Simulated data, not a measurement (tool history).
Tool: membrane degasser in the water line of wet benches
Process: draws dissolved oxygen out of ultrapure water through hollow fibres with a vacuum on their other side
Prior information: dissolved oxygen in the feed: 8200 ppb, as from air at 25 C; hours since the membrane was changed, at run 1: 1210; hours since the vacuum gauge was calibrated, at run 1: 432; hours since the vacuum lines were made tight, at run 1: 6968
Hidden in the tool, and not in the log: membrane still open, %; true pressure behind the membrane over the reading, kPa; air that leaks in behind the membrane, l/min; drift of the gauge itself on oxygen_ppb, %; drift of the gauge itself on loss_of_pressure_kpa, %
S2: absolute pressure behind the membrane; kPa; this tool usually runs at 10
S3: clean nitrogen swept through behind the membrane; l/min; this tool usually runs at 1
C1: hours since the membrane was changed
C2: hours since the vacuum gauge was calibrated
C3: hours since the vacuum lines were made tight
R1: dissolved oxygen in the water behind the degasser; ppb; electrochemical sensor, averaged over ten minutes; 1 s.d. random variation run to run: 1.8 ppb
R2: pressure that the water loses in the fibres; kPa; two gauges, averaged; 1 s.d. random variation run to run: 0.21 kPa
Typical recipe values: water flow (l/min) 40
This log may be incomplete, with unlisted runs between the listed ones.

run 1 hour=0 | water_flow_(l/min)=40 S2=10 S3=1 | C1=1210 C2=432 C3=6968 | R1=529.9 R2=47.67
run 2 hour=64.2 | water_flow_(l/min)=40 S2=10 S3=1 | C1=1275 C2=496 C3=7032 | R1=527.8 R2=48.03
run 3 hour=107.7 | water_flow_(l/min)=40 S2=10 S3=1 | C1=1318 C2=540 C3=7075 | R1=526.9 R2=47.54
run 4 hour=161.3 | water_flow_(l/min)=40 S2=10 S3=1 | C1=1372 C2=593 C3=7129 | R1=526.5 R2=47.52
run 5 hour=202.1 | water_flow_(l/min)=40 S2=10 S3=1 | C1=1412 C2=634 C3=7170 | R1=526.9 R2=47.73
run 6 hour=235.9 | water_flow_(l/min)=40 S2=10 S3=1 | C1=1446 C2=668 C3=7204 | R1=528.2 R2=48.11
run 7 hour=299.7 | water_flow_(l/min)=40 S2=10 S3=1 | C1=1510 C2=732 C3=7267 | R1=524.9 R2=47.76
run 8 hour=354.8 | water_flow_(l/min)=40 S2=10 S3=1 | C1=1565 C2=787 C3=7322 | R1=522 R2=47.74
run 9 hour=412 | water_flow_(l/min)=40 S2=10 S3=1 | C1=1622 C2=844 C3=7380 | R1=525.3 R2=47.8
run 10 hour=456.5 | water_flow_(l/min)=40 S2=10 S3=1 | C1=1667 C2=889 C3=7424 | R1=521.1 R2=47.69
run 11 hour=505.6 | water_flow_(l/min)=40 S2=10 S3=1 | C1=1716 C2=938 C3=7473 | R1=522.9 R2=47.44
run 12 hour=579.9 | water_flow_(l/min)=40 S2=10 S3=1 | C1=1790 C2=1012 C3=7548 | R1=523.7 R2=47.75
run 13 hour=614.7 | water_flow_(l/min)=40 S2=10 S3=1 | C1=1825 C2=1047 C3=7582 | R1=522.9 R2=47.56
run 14 hour=650.4 | water_flow_(l/min)=40 S2=10 S3=1 | C1=1861 C2=1083 C3=7618 | R1=524 R2=47.47
run 15 hour=714 | water_flow_(l/min)=40 S2=10 S3=1.22 | C1=1924 C2=1146 C3=7682 | R1=450 R2=47.67
run 16 hour=759.6 | water_flow_(l/min)=40 S2=10 S3=1.22 | C1=1970 C2=1192 C3=7727 | R1=446.4 R2=47.89
run 17 hour=797.3 | water_flow_(l/min)=46 S2=10 S3=2.11 | C1=2008 C2=1229 C3=7765 | R1=328.3 R2=54.98
run 18 hour=857.5 | water_flow_(l/min)=46 S2=10 S3=2.11 | C1=2068 C2=1290 C3=7825 | R1=329.2 R2=54.8
run 19 hour=892.3 | water_flow_(l/min)=46 S2=10 S3=2.11 | C1=2103 C2=1324 C3=7860 | R1=326.1 R2=54.67
run 20 hour=956 | water_flow_(l/min)=41 S2=10 S3=0.4 | C1=2166 C2=1388 C3=7924 | R1=963.9 R2=49
run 21 hour=1006.5 | water_flow_(l/min)=41 S2=17.6 S3=0.53 | C1=2217 C2=1439 C3=7974 | R1=1580.4 R2=48.61
-- hour=1026.2 gauge calibrated
run 22 hour=1060.1 | water_flow_(l/min)=27 S2=17.4 S3=0.46 | C1=2270 C2=1492 C3=8028 | R1=1338.9 R2=32.38
run 23 hour=1099.1 | water_flow_(l/min)=54 S2=6.9 S3=1 | C1=2309 C2=1531 C3=8067 | R1=385.6 R2=64.58
run 24 hour=1149.4 | water_flow_(l/min)=54 S2=6.9 S3=1 | C1=2360 C2=1582 C3=8117 | R1=383.1 R2=64.44
run 25 hour=1210.9 | water_flow_(l/min)=54 S2=6.9 S3=1 | C1=2421 C2=1643 C3=8179 | R1=385.3 R2=64.67
run 26 hour=1243.6 | water_flow_(l/min)=36 S2=10 S3=0.49 | C1=2454 C2=1676 C3=8211 | R1=806.1 R2=42.8
run 27 hour=1302.4 | water_flow_(l/min)=27 S2=6.1 S3=2.17 | C1=2513 C2=1735 C3=8270 | R1=87.9 R2=32.09
run 28 hour=1346 | water_flow_(l/min)=53 S2=6.1 S3=1.38 | C1=2556 C2=1778 C3=8314 | R1=241.3 R2=63.21
run 29 hour=1398.6 | water_flow_(l/min)=56 S2=10 S3=0.45 | C1=2609 C2=1831 C3=8366 | R1=1113.9 R2=66.58
run 30 hour=1447 | water_flow_(l/min)=33 S2=10 S3=1 | C1=2657 C2=1879 C3=8415 | R1=449.4 R2=39.37
run 31 hour=1482.1 | water_flow_(l/min)=33 S2=10 S3=1 | C1=2693 C2=1914 C3=8450 | R1=447.3 R2=39.65
run 32 hour=1552.8 | water_flow_(l/min)=40 S2=10.5 S3=0.84 | C1=2763 C2=1985 C3=8521 | R1=637.8 R2=47.9

Consider 4 possible next runs. They are alternatives, not a sequence: every one starts from the tool as it was left by run 32. What does each give?
run A hour=1625.8 | water_flow_(l/min)=52 S2=20.5 S3=0.84 | C1=2836 C2=2058 C3=8594 | R1=? R2=?
run B hour=1625.8 | water_flow_(l/min)=48 S2=9.1 S3=2 | C1=2836 C2=2058 C3=8594 | R1=? R2=?
run C hour=1625.8 | water_flow_(l/min)=40 S2=10 S3=0.41 | C1=2836 C2=2058 C3=8594 | R1=? R2=?
run D hour=1625.8 | water_flow_(l/min)=53 S2=23.8 S3=0.98 | C1=2836 C2=2058 C3=8594 | R1=? R2=?

run=A R1=1643.6 R2=62.04
run=B R1=315.9 R2=56.96
run=C R1=947.3 R2=47.82
run=D R1=1730.4 R2=63.76
With the hidden condition removed and each run's random variation left untouched, the same runs would have given:
run=A R1=1665.1 R2=62.04
run=B R1=320 R2=56.95
run=C R1=959.7 R2=47.81
run=D R1=1753 R2=63.75

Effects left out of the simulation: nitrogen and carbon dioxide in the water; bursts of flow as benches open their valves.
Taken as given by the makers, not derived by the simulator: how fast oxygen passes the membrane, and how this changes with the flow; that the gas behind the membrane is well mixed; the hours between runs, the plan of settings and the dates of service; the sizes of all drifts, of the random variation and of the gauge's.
